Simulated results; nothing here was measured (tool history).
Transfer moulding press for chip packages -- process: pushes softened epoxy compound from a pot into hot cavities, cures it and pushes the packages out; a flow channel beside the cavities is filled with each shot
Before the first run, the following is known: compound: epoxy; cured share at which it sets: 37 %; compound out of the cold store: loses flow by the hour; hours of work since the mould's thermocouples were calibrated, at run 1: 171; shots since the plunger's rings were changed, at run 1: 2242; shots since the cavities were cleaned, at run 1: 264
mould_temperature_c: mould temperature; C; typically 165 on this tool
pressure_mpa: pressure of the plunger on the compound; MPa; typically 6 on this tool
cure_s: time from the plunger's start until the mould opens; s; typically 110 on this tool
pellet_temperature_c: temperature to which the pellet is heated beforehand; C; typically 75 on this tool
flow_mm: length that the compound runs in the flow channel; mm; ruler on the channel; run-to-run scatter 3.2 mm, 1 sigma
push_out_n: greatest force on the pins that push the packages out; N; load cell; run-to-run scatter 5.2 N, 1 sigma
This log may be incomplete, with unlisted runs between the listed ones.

run    hour  mould_temperature_c  pressure_mpa  cure_s  pellet_temperature_c  hours of work since the mould's thermocouples were calibrated  shots since the plunger's rings were changed  shots since the cavities were cleaned  incoming compound's hours out of the cold store  flow_mm  push_out_n
  1       0                  165             6     110                    75                                                            171                                          2242                                    264                                             39.8      534         246
  2    68.6                  165             6     110                    75                                                            213                                          2998                                   1020                                               25      562         340
       86.7  -- cavities cleaned with cleaning compound and waxed
  3   127.5                  165             6     110                    75                                                            248                                          3630                                    450                                             31.4      537         297
        192  -- cavities cleaned with cleaning compound and waxed
  4   198.3                  165             6     110                    75                                                            290                                          4392                                     69                                             33.9      527         197
      276.5  -- mould's thermocouples calibrated
  5   295.3                  165             6     110                    75                                                             11                                          5438                                   1115                                             26.5      528         347
        306  -- cavities cleaned with cleaning compound and waxed
  6   349.4                  165             6     110                    75                                                             43                                          6017                                    477                                             39.5      505         305
      381.5  -- plunger's sealing rings changed
  7     399                  165             6     110                    75                                                             72                                           193                                    996                                             21.1      588         347
      417.8  -- cavities cleaned with cleaning compound and waxed
  8   487.3                  165          5.53     110                    75                                                            125                                          1148                                    765                                             34.8      530         317
        526  -- cavities cleaned with cleaning compound and waxed
  9   550.9                  165          5.76     110                    75                                                            163                                          1833                                    274                                             35.9      535         267
      585.1  -- mould's thermocouples calibrated, once more
        639  -- cavities cleaned with cleaning compound and waxed
 10   642.8                  165          5.76     110                    75                                                             34                                          2806                                     42                                              9.6      577         212
 11   722.9                  165          5.76     110                    75                                                             83                                          3688                                    924                                             12.5      563         356
      747.4  -- cavities cleaned with cleaning compound and waxed
 12   772.3                  165          7.02     110                    75                                                            112                                          4215                                    274                                             20.4      594         274
 13   836.4                  165          7.02     110                    75                                                            151                                          4920                                    979                                             37.9      560         344
      854.1  -- cavities cleaned with cleaning compound and waxed
 14   890.6                  165          7.02     110                    75                                                            183                                          5501                                    402                                             39.7      543         301
      962.4  -- cavities cleaned with cleaning compound and waxed
      973.6  -- plunger's sealing rings changed
 15   988.8                  160             6     107                    81                                                            241                                           168                                    263                                             36.4      566         327
     1072.1  -- cavities cleaned with cleaning compound and waxed
 16  1073.4                  165          6.36      99                    74                                                            291                                          1083                                     15                                             17.2      603         212
 17    1121                  165          6.97     106                    72                                                            320                                          1607                                    539                                             22.4      619         339
     1151.4  -- mould's thermocouples calibrated
 18  1174.4                  164          6.97      93                    77                                                             14                                          2173                                   1105                                             34.4      588         482
     1180.1  -- cavities cleaned with cleaning compound and waxed
 19  1221.5                  164          6.97      93                    77                                                             42                                          2674                                    455                                             35.5      585         406
 20  1269.8                  168          4.89      93                    85                                                             71                                          3207                                    988                                             41.8      469         385
     1287.1  -- cavities cleaned with cleaning compound and waxed
 21  1340.3                  170             6     142                    75                                                            113                                          3966                                    586                                             11.7      569         287
       1395  -- cavities cleaned with cleaning compound and waxed
 22  1422.7                  170             6     142                    75                                                            162                                          4857                                    305                                             34.7      518         248
     1501.2  -- cavities cleaned with cleaning compound and waxed
 23  1521.5                  170             6     142                    75                                                            222                                          5929                                    224                                             29.1      514         223
     1564.7  -- plunger's sealing rings changed
     1609.4  -- cavities cleaned with cleaning compound and waxed
 24  1609.4                  164             6     131                    75                                                            273                                           475                                      0                                             13.8      604         153
 25    1664                  159          6.68      98                    73                                                            306                                          1077                                    602                                             38.9      582         504
     1712.6  -- mould's thermocouples calibrated
       1722  -- cavities cleaned with cleaning compound and waxed
 26  1765.7                  159          6.68      98                    73                                                             31                                          2158                                    481                                             26.8      601         534
     1834.5  -- cavities cleaned with cleaning compound and waxed
 27  1861.9                  165             6     110                    80                                                             89                                          3201                                    302                                             40.4      527         271
 28    1903                  165             6     110                    80                                                            114                                          3654                                    755                                             13.1      570         332

Alternative continuations, all from the tool just after run 28; predict every row:
     1940.4  -- cavities cleaned with cleaning compound and waxed
  A  1973.4                  165             6     112                    81                                                            156                                          4412                                    363                                             21.7        ?           ?
     1940.4  -- cavities cleaned with cleaning compound and waxed
  B  1973.4                  165             6     110                    69                                                            156                                          4412                                    363                                             12.9        ?           ?
     1940.4  -- cavities cleaned with cleaning compound and waxed
  C  1973.4                  165             6     114                    75                                                            156                                          4412                                    363                                             17.6        ?           ?

run  flow_mm  push_out_n
  A      544         280
  B      573         307
  C      551         283
Without the tool's unlogged condition, the same runs would have read:
run  flow_mm  push_out_n
  A      583         169
  B      614         190
  C      591         172
